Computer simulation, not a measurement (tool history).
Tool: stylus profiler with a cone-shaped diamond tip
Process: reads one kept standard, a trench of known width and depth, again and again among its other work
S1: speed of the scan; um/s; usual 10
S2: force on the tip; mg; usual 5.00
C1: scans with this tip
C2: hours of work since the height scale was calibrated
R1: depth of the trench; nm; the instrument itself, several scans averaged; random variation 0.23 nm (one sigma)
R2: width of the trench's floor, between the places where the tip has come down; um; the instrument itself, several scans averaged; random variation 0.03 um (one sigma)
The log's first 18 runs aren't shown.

run,hour,S1,S2,C1,C2,R1,R2
19,553.5,10,2.46,4715,457,1007.13,15.98
20,577.0,10,5.00,4854,471,1011.09,15.92
21,608.5,8,5.00,5042,489,1011.34,15.97
22,632.8,8,5.00,5187,503,1011.32,16.01
23,681.3,8,5.00,5475,531,1011.41,16.03
24,706.8,3,8.43,5626,546,1016.00,16.02
25,746.1,8,11.62,5860,568,1020.12,15.99
26,779.1,3,2.49,6056,587,1007.08,16.01

Run 27 comes next. What will it give?
27,825.3,22,11.38,6331,614,?,?

Run 27 gave R1 1019.98 nm, R2 15.99 um.
Without the tool's hidden state the same run would have given R1 1019.97 nm, R2 16.00 um.
